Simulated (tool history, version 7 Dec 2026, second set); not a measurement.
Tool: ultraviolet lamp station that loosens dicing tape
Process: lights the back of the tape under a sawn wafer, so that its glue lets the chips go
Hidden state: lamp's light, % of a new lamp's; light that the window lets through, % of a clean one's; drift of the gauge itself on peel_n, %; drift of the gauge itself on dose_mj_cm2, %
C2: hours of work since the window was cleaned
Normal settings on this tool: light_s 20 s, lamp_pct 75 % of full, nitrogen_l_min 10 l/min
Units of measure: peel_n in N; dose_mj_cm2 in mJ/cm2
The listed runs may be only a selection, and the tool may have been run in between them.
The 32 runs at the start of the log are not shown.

{"run": 33, "hour": 1822.1, "light_s": 36, "lamp_pct": 69, "nitrogen_l_min": 8, "hours of work of the lamp": 47, "C2": 237, "peel_n": 0.301, "dose_mj_cm2": 450}
{"run": 34, "hour": 1890.5, "light_s": 16, "lamp_pct": 76, "nitrogen_l_min": 19, "hours of work of the lamp": 97, "C2": 287, "peel_n": 0.842, "dose_mj_cm2": 216}
{"run": 35, "hour": 1939.9, "light_s": 29, "lamp_pct": 72, "nitrogen_l_min": 8, "hours of work of the lamp": 133, "C2": 323, "peel_n": 0.523, "dose_mj_cm2": 361}
{"hour": 1995.0, "done": "window cleaned of glue's vapour"}
{"run": 36, "hour": 2015.5, "light_s": 29, "lamp_pct": 66, "nitrogen_l_min": 8, "hours of work of the lamp": 188, "C2": 15, "peel_n": 0.607, "dose_mj_cm2": 333}
{"run": 37, "hour": 2086.7, "light_s": 29, "lamp_pct": 66, "nitrogen_l_min": 8, "hours of work of the lamp": 240, "C2": 67, "peel_n": 0.703, "dose_mj_cm2": 321}
{"run": 38, "hour": 2143.3, "light_s": 29, "lamp_pct": 66, "nitrogen_l_min": 7, "hours of work of the lamp": 281, "C2": 108, "peel_n": 0.847, "dose_mj_cm2": 313}
{"run": 39, "hour": 2194.6, "light_s": 18, "lamp_pct": 75, "nitrogen_l_min": 4, "hours of work of the lamp": 318, "C2": 145, "peel_n": 2.345, "dose_mj_cm2": 216}
{"run": 40, "hour": 2279.0, "light_s": 38, "lamp_pct": 77, "nitrogen_l_min": 6, "hours of work of the lamp": 380, "C2": 207, "peel_n": 0.426, "dose_mj_cm2": 450}
{"run": 41, "hour": 2365.0, "light_s": 23, "lamp_pct": 77, "nitrogen_l_min": 15, "hours of work of the lamp": 442, "C2": 270, "peel_n": 0.659, "dose_mj_cm2": 259}

Forecast each of these 5 alternatives for the next run:
{"run": "A", "hour": 2448.3, "light_s": 10, "lamp_pct": 97, "nitrogen_l_min": 9, "hours of work of the lamp": 503, "C2": 330, "peel_n": "?", "dose_mj_cm2": "?"}
{"run": "B", "hour": 2448.3, "light_s": 15, "lamp_pct": 89, "nitrogen_l_min": 10, "hours of work of the lamp": 503, "C2": 330, "peel_n": "?", "dose_mj_cm2": "?"}
{"run": "C", "hour": 2448.3, "light_s": 32, "lamp_pct": 70, "nitrogen_l_min": 11, "hours of work of the lamp": 503, "C2": 330, "peel_n": "?", "dose_mj_cm2": "?"}
{"run": "D", "hour": 2448.3, "light_s": 38, "lamp_pct": 75, "nitrogen_l_min": 10, "hours of work of the lamp": 503, "C2": 330, "peel_n": "?", "dose_mj_cm2": "?"}
{"run": "E", "hour": 2448.3, "light_s": 33, "lamp_pct": 77, "nitrogen_l_min": 8, "hours of work of the lamp": 503, "C2": 330, "peel_n": "?", "dose_mj_cm2": "?"}

run=A peel_n=2.682 dose_mj_cm2=133
run=B peel_n=1.763 dose_mj_cm2=182
run=C peel_n=0.568 dose_mj_cm2=315
run=D peel_n=0.338 dose_mj_cm2=397
run=E peel_n=0.532 dose_mj_cm2=355
With the hidden condition removed and each run's random variation left untouched, the same runs would have given:
run=A peel_n=1.736 dose_mj_cm2=185
run=B peel_n=0.973 dose_mj_cm2=253
run=C peel_n=0.268 dose_mj_cm2=436
run=D peel_n=0.177 dose_mj_cm2=550
run=E peel_n=0.248 dose_mj_cm2=493
